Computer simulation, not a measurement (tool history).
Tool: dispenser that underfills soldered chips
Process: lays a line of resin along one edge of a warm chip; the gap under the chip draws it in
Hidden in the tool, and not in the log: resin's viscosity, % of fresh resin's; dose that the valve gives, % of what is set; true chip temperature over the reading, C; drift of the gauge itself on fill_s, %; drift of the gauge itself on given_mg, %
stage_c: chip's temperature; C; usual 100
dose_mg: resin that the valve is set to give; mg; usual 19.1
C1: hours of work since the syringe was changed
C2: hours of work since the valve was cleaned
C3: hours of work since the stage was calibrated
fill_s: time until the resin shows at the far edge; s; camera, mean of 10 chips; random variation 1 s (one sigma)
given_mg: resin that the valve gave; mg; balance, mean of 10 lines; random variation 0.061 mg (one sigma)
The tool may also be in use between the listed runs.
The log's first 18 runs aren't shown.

-- day=8.983 new syringe of resin
-- day=9.346 new syringe of resin
run 19 day=9.433 | stage_c=99 dose_mg=24.6 | C1=2 C2=21 C3=161 | fill_s=115.3 given_mg=24.19
-- day=9.721 new syringe of resin
run 20 day=9.904 | stage_c=100 dose_mg=23.2 | C1=3 C2=29 C3=169 | fill_s=125.1 given_mg=22.82
-- day=10.112 new syringe of resin
-- day=10.504 new syringe of resin
run 21 day=10.567 | stage_c=100 dose_mg=23.2 | C1=1 C2=41 C3=181 | fill_s=107.5 given_mg=22.92
-- day=10.892 new syringe of resin
run 22 day=11.212 | stage_c=105 dose_mg=21.8 | C1=6 C2=52 C3=192 | fill_s=124.9 given_mg=21.35
-- day=11.254 new syringe of resin
-- day=11.646 new syringe of resin
run 23 day=11.750 | stage_c=101 dose_mg=16.4 | C1=2 C2=62 C3=202 | fill_s=114.2 given_mg=15.95
-- day=12.029 new syringe of resin
run 24 day=12.050 | stage_c=112 dose_mg=19.1 | C1=0 C2=67 C3=207 | fill_s=68.0 given_mg=18.59
-- day=12.421 new syringe of resin
run 25 day=12.512 | stage_c=112 dose_mg=19.1 | C1=2 C2=75 C3=215 | fill_s=76.4 given_mg=18.42
-- day=12.775 new syringe of resin
-- day=13.133 new syringe of resin
run 26 day=13.204 | stage_c=100 dose_mg=16.8 | C1=1 C2=87 C3=227 | fill_s=113.3 given_mg=16.30
-- day=13.342 dispensing valve cleaned and set on the balance
-- day=13.538 new syringe of resin
run 27 day=13.758 | stage_c=100 dose_mg=16.8 | C1=4 C2=7 C3=236 | fill_s=137.9 given_mg=16.78
-- day=13.942 new syringe of resin
-- day=14.325 new syringe of resin
run 28 day=14.342 | stage_c=105 dose_mg=22.2 | C1=0 C2=18 C3=247 | fill_s=86.7 given_mg=22.10
-- day=14.704 new syringe of resin
run 29 day=14.854 | stage_c=108 dose_mg=22.1 | C1=3 C2=27 C3=256 | fill_s=92.2 given_mg=22.00
-- day=15.104 new syringe of resin
-- day=15.496 new syringe of resin
run 30 day=15.542 | stage_c=108 dose_mg=22.1 | C1=1 C2=39 C3=268 | fill_s=79.7 given_mg=21.83
-- day=15.862 new syringe of resin
-- day=16.225 new syringe of resin
run 31 day=16.225 | stage_c=87 dose_mg=20.6 | C1=0 C2=51 C3=280 | fill_s=162.4 given_mg=20.29
-- day=16.596 new syringe of resin
run 32 day=16.696 | stage_c=100 dose_mg=22.6 | C1=2 C2=59 C3=288 | fill_s=116.8 given_mg=22.31

4 ways to go on from here, each from the tool as it stands after run 32. What would each give?
-- day=17.008 new syringe of resin
run A day=17.150 | stage_c=97 dose_mg=22.6 | C1=3 C2=67 C3=296 | fill_s=? given_mg=?
-- day=17.008 new syringe of resin
run B day=17.150 | stage_c=99 dose_mg=23.6 | C1=3 C2=67 C3=296 | fill_s=? given_mg=?
-- day=17.008 new syringe of resin
run C day=17.150 | stage_c=105 dose_mg=21.3 | C1=3 C2=67 C3=296 | fill_s=? given_mg=?
-- day=17.008 new syringe of resin
run D day=17.150 | stage_c=100 dose_mg=17.4 | C1=3 C2=67 C3=296 | fill_s=? given_mg=?

run=A fill_s=132.7 given_mg=22.13
run=B fill_s=123.7 given_mg=23.25
run=C fill_s=100.7 given_mg=20.92
run=D fill_s=122.2 given_mg=17.02
Without the tool's hidden state the same runs would have given:
run=A fill_s=107.3 given_mg=22.59
run=B fill_s=100.0 given_mg=23.73
run=C fill_s=81.5 given_mg=21.35
run=D fill_s=98.5 given_mg=17.37
